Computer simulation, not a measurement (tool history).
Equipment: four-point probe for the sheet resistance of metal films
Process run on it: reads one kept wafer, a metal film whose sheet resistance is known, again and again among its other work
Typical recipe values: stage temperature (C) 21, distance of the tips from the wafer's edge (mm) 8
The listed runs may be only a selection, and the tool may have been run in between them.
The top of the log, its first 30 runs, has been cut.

| run | hour | stage temperature (C) | distance of the tips from the wafer's edge (mm) | touches since the probe head was changed | hours of work since the stage's thermometer was calibrated | sheet resistance as the instrument gives it (ohm/square) |
|---|---|---|---|---|---|---|
| 31 | 2238.6 | 27 | 11 | 93358 | 600 | 0.878584 |
| 32 | 2316.9 | 27 | 11 | 94585 | 644 | 0.878456 |
| 33 | 2380 | 27 | 11 | 95576 | 680 | 0.878238 |
| 34 | 2450.8 | 27 | 5 | 96685 | 721 | 0.884463 |
| 35 | 2550.9 | 21 | 45 | 98255 | 778 | 0.878172 |
| 36 | 2657.4 | 30 | 41 | 99926 | 838 | 0.875779 |
| 37 | 2766.9 | 23 | 8 | 101643 | 901 | 0.880402 |
| 38 | 2823 | 32 | 7 | 102522 | 933 | 0.879262 |
| 39 | 2932.5 | 25 | 8 | 104238 | 995 | 0.879775 |
| 40 | 3030.9 | 25 | 8 | 105782 | 1051 | 0.880057 |

Alternative continuations, all from the tool just after run 40; predict every row:
| A | 3108.8 | 20 | 8 | 107003 | 1096 | ? |
| B | 3108.8 | 28 | 6 | 107003 | 1096 | ? |
| C | 3108.8 | 24 | 54 | 107003 | 1096 | ? |

| run | sheet resistance as the instrument gives it (ohm/square) |
|---|---|
| A | 0.881014 |
| B | 0.882019 |
| C | 0.876993 |
With no hidden state in the tool, these same runs would have given:
| run | sheet resistance as the instrument gives it (ohm/square) |
|---|---|
| A | 0.88198 |
| B | 0.883004 |
| C | 0.877964 |

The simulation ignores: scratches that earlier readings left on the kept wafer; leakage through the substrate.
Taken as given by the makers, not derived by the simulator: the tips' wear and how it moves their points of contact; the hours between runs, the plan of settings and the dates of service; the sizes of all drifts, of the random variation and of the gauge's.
